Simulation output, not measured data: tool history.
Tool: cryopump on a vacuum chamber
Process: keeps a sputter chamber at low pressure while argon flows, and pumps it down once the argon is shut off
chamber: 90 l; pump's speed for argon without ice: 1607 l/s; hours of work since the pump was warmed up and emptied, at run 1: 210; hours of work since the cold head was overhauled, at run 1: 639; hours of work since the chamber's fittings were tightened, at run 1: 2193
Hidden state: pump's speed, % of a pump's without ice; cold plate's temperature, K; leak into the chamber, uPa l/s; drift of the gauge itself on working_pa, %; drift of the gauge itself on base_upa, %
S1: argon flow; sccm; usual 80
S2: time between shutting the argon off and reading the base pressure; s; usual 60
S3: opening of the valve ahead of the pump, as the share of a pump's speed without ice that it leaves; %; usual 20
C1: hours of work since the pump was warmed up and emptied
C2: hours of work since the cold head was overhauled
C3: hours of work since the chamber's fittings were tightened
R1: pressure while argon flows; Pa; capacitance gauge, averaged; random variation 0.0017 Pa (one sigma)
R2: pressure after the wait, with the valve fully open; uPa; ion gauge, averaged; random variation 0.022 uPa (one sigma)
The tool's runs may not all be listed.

{"run": 1, "hour": 0.0, "S1": 80, "S2": 60, "S3": 20, "C1": 210, "C2": 639, "C3": 2193, "R1": 0.4266, "R2": 0.86}
{"run": 2, "hour": 62.2, "S1": 101, "S2": 60, "S3": 20, "C1": 247, "C2": 676, "C3": 2229, "R1": 0.5336, "R2": 0.9}
{"run": 3, "hour": 132.4, "S1": 101, "S2": 60, "S3": 20, "C1": 287, "C2": 716, "C3": 2270, "R1": 0.5379, "R2": 0.9}
{"run": 4, "hour": 218.1, "S1": 101, "S2": 60, "S3": 20, "C1": 337, "C2": 766, "C3": 2320, "R1": 0.5433, "R2": 0.93}
{"run": 5, "hour": 291.9, "S1": 80, "S2": 60, "S3": 20, "C1": 380, "C2": 809, "C3": 2363, "R1": 0.4325, "R2": 0.91}
{"run": 6, "hour": 355.8, "S1": 80, "S2": 60, "S3": 20, "C1": 417, "C2": 846, "C3": 2400, "R1": 0.4317, "R2": 0.95}
{"hour": 382.7, "done": "pump warmed up, emptied and cooled again"}
{"run": 7, "hour": 444.2, "S1": 80, "S2": 60, "S3": 20, "C1": 36, "C2": 895, "C3": 2449, "R1": 0.4242, "R2": 0.94}
{"run": 8, "hour": 498.9, "S1": 80, "S2": 60, "S3": 20, "C1": 68, "C2": 927, "C3": 2480, "R1": 0.4247, "R2": 0.92}
{"run": 9, "hour": 564.3, "S1": 80, "S2": 60, "S3": 20, "C1": 106, "C2": 965, "C3": 2519, "R1": 0.4253, "R2": 0.9}
{"run": 10, "hour": 637.1, "S1": 80, "S2": 60, "S3": 20, "C1": 148, "C2": 1007, "C3": 2561, "R1": 0.4235, "R2": 0.91}
{"run": 11, "hour": 680.3, "S1": 80, "S2": 77, "S3": 20, "C1": 173, "C2": 1032, "C3": 2586, "R1": 0.4243, "R2": 0.88}
{"run": 12, "hour": 753.0, "S1": 80, "S2": 60, "S3": 20, "C1": 215, "C2": 1075, "C3": 2628, "R1": 0.4279, "R2": 1}
{"run": 13, "hour": 820.9, "S1": 43, "S2": 60, "S3": 20, "C1": 255, "C2": 1114, "C3": 2668, "R1": 0.2304, "R2": 0.99}
{"run": 14, "hour": 889.8, "S1": 43, "S2": 60, "S3": 20, "C1": 295, "C2": 1154, "C3": 2708, "R1": 0.2313, "R2": 1.01}
{"run": 15, "hour": 935.7, "S1": 39, "S2": 113, "S3": 18, "C1": 322, "C2": 1181, "C3": 2735, "R1": 0.2333, "R2": 0.83}
{"run": 16, "hour": 988.5, "S1": 33, "S2": 38, "S3": 42, "C1": 352, "C2": 1212, "C3": 2765, "R1": 0.0887, "R2": 1.19}
{"run": 17, "hour": 1028.6, "S1": 77, "S2": 38, "S3": 26, "C1": 376, "C2": 1235, "C3": 2789, "R1": 0.3235, "R2": 1.23}
{"run": 18, "hour": 1068.7, "S1": 80, "S2": 22, "S3": 20, "C1": 399, "C2": 1258, "C3": 2812, "R1": 0.4368, "R2": 1.71}
{"hour": 1126.8, "done": "pump warmed up, emptied and cooled again"}
{"run": 19, "hour": 1140.9, "S1": 137, "S2": 276, "S3": 19, "C1": 8, "C2": 1297, "C3": 2851, "R1": 0.7602, "R2": 0.68}

Forecast run 20:
{"run": 20, "hour": 1185.1, "S1": 135, "S2": 111, "S3": 46, "C1": 34, "C2": 1323, "C3": 2877, "R1": "?", "R2": "?"}

Run 20 gave R1 0.3107 Pa, R2 0.84 uPa.
Without the tool's hidden state the same run would have given R1 0.307 Pa, R2 0.41 uPa.
